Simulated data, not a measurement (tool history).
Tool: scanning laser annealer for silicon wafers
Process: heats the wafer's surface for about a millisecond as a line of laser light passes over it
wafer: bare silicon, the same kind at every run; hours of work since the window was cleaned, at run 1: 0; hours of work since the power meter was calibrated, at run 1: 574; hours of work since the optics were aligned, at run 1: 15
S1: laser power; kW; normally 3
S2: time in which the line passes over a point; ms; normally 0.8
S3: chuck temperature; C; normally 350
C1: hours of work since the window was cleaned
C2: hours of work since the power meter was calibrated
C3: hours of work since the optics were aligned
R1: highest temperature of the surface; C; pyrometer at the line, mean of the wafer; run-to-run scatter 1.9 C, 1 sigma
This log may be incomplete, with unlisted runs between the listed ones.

Run 1, day 0: usual settings; C1 0; C2 574; C3 15. Result: R1 1164 C.
Run 2, day 0.917: usual settings but S3 319 C; C1 17; C2 591; C3 31. Result: R1 1132 C.
Run 3, day 1.712: usual settings; C1 31; C2 606; C3 46. Result: R1 1157 C.
Run 4, day 2.362: usual settings; C1 43; C2 617; C3 58. Result: R1 1155 C.
Run 5, day 3.312: usual settings; C1 60; C2 635; C3 75. Result: R1 1154 C.
Run 6, day 3.871: usual settings; C1 70; C2 645; C3 85. Result: R1 1153 C.
Run 7, day 4.575: usual settings but S3 334 C; C1 83; C2 657; C3 98. Result: R1 1133 C.
Run 8, day 5.546: usual settings but S3 334 C; C1 101; C2 675; C3 115. Result: R1 1138 C.
Run 9, day 6.608: usual settings; C1 120; C2 694; C3 135. Result: R1 1145 C.
Run 10, day 7.196: usual settings but S1 3.284 kW; C1 131; C2 705; C3 145. Result: R1 1233 C.
Run 11, day 7.692: usual settings; C1 140; C2 714; C3 154. Result: R1 1141 C.
Run 12, day 8.6: usual settings; C1 156; C2 731; C3 171. Result: R1 1143 C.
Run 13, day 9.475: usual settings; C1 172; C2 746; C3 187. Result: R1 1136 C.
Run 14, day 10.05: usual settings but S3 341 C; C1 182; C2 757; C3 197. Result: R1 1126 C.
Run 15, day 10.621: usual settings; C1 193; C2 767; C3 208. Result: R1 1134 C.
Run 16, day 11.246: usual settings; C1 204; C2 779; C3 219. Result: R1 1131 C.
Run 17, day 11.842: usual settings but S3 353 C; C1 215; C2 789; C3 230. Result: R1 1134 C.
Run 18, day 12.625: usual settings but S3 353 C; C1 229; C2 804; C3 244. Result: R1 1136 C.
Run 19, day 13.592: usual settings but S3 353 C; C1 247; C2 821; C3 262. Result: R1 1129 C.
Run 20, day 14.254: usual settings but S1 3.082 kW, S2 0.689 ms, S3 364 C; C1 259; C2 833; C3 274. Result: R1 1095 C.
Run 21, day 15.004: usual settings but S3 337 C; C1 272; C2 847; C3 287. Result: R1 1109 C.
Run 22, day 15.488: usual settings but S1 2.567 kW, S2 0.929 ms, S3 334 C; C1 281; C2 856; C3 296. Result: R1 1033 C.
Run 23, day 16.533: usual settings but S1 3.207 kW, S2 0.929 ms, S3 372 C; C1 300; C2 875; C3 315. Result: R1 1279 C.
At day 16.767: window over the wafer cleaned.
Run 24, day 17.504: usual settings but S1 3.207 kW, S2 0.929 ms, S3 372 C; C1 13; C2 891; C3 331. Result: R1 1327 C.
Run 25, day 18.042: usual settings but S1 3.207 kW, S2 0.604 ms, S3 344 C; C1 23; C2 900; C3 341. Result: R1 1081 C.
Run 26, day 18.892: usual settings but S1 3.207 kW, S2 0.955 ms, S3 370 C; C1 39; C2 916; C3 356. Result: R1 1339 C.
Run 27, day 19.546: usual settings but S1 3.207 kW, S2 0.955 ms, S3 370 C; C1 50; C2 928; C3 368. Result: R1 1336 C.
Run 28, day 20.004: usual settings but S1 3.027 kW, S2 0.659 ms, S3 368 C; C1 59; C2 936; C3 376. Result: R1 1091 C.
Run 29, day 20.654: usual settings but S3 348 C; C1 71; C2 948; C3 388. Result: R1 1149 C.
Run 30, day 21.688: usual settings but S1 2.785 kW, S2 0.659 ms, S3 386 C; C1 89; C2 967; C3 407. Result: R1 1037 C.
Run 31, day 22.442: usual settings but S1 2.87 kW, S2 0.759 ms, S3 336 C; C1 103; C2 980; C3 421. Result: R1 1063 C.
Run 32, day 23.321: usual settings but S1 2.87 kW, S2 0.759 ms, S3 336 C; C1 119; C2 996; C3 437. Result: R1 1061 C.
Run 33, day 24.317: usual settings but S1 2.87 kW, S2 0.759 ms, S3 336 C; C1 137; C2 1014; C3 455. Result: R1 1059 C.

Measured minus without-hidden-state, run by run (identical run-to-run variation in each term; gauge scatter may differ):
Hidden state at play: light that passes the window, % of a clean one's; laser's true power over the reading, %; width of the line over the set one, %; drift of the gauge itself on peak_c, C.
run   R1
  1   -2
  2   -5
  3   -7
  4   -9
  5  -12
  6  -13
  7  -16
  8  -18
  9  -21
 10  -25
 11  -25
 12  -27
 13  -29
 14  -31
 15  -33
 16  -35
 17  -36
 18  -38
 19  -41
 20  -41
 21  -45
 22  -42
 23  -59
 24  -11
 25  -10
 26  -16
 27  -18
 28  -14
 29  -18
 30  -17
 31  -22
 32  -24
 33  -26

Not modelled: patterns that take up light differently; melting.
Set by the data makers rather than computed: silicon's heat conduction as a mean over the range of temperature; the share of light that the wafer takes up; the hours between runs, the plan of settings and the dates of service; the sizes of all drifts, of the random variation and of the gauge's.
